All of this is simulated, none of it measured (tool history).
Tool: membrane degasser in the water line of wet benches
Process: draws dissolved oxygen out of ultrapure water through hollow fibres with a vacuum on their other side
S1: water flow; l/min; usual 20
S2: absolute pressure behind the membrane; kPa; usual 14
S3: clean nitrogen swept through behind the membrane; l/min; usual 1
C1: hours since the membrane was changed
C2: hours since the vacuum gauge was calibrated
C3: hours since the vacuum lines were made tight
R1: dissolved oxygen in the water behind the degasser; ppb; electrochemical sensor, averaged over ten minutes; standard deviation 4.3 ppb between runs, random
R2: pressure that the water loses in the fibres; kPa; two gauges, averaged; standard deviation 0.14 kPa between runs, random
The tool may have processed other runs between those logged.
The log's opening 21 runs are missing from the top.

| run | hour | S1 | S2 | S3 | C1 | C2 | C3 | R1 | R2 |
|---|---|---|---|---|---|---|---|---|---|
| 22 | 1994.1 | 16 | 18.1 | 1.31 | 2131 | 5601 | 5953 | 554.1 | 22.23 |
| 23 | 2095.8 | 16 | 18.1 | 1.31 | 2233 | 5703 | 6055 | 558.1 | 22 |
| 24 | 2186.2 | 16 | 18.1 | 1.31 | 2323 | 5793 | 6145 | 552.2 | 22.19 |
|  | 2251.4 | seals of the vacuum lines changed |
| 25 | 2267.5 | 16 | 10.4 | 1.67 | 2403 | 5873 | 16 | 293 | 21.9 |
| 26 | 2358.6 | 16 | 10.4 | 1.67 | 2494 | 5964 | 107 | 293.1 | 21.95 |
| 27 | 2437.1 | 31 | 9 | 0.67 | 2572 | 6042 | 186 | 864.5 | 43.07 |
| 28 | 2525.6 | 31 | 9 | 0.67 | 2661 | 6131 | 274 | 869.3 | 42.99 |
| 29 | 2587.1 | 13 | 14.3 | 1.15 | 2722 | 6192 | 336 | 380.5 | 17.97 |
| 30 | 2694.2 | 13 | 9.6 | 1.98 | 2829 | 6299 | 443 | 191 | 17.86 |
| 31 | 2787.3 | 13 | 9.6 | 1.98 | 2923 | 6393 | 536 | 193.3 | 18.13 |
| 32 | 2846.2 | 20 | 13.7 | 1 | 2981 | 6451 | 595 | 641.2 | 27.86 |

Alternative continuations, all from the tool just after run 32; predict every row:
| A | 2935.8 | 20 | 14 | 1.42 | 3071 | 6541 | 684 | ? | ? |
| B | 2935.8 | 17 | 12 | 1 | 3071 | 6541 | 684 | ? | ? |
| C | 2935.8 | 20 | 33.5 | 0.59 | 3071 | 6541 | 684 | ? | ? |

| run | R1 | R2 |
|---|---|---|
| A | 534.1 | 28.03 |
| B | 482.9 | 23.57 |
| C | 1924.4 | 27.97 |
Stripped of hidden state, with their random variation kept, the same runs would have yielded:
| run | R1 | R2 |
|---|---|---|
| A | 492.3 | 27.09 |
| B | 441.5 | 22.78 |
| C | 1874.6 | 27.04 |
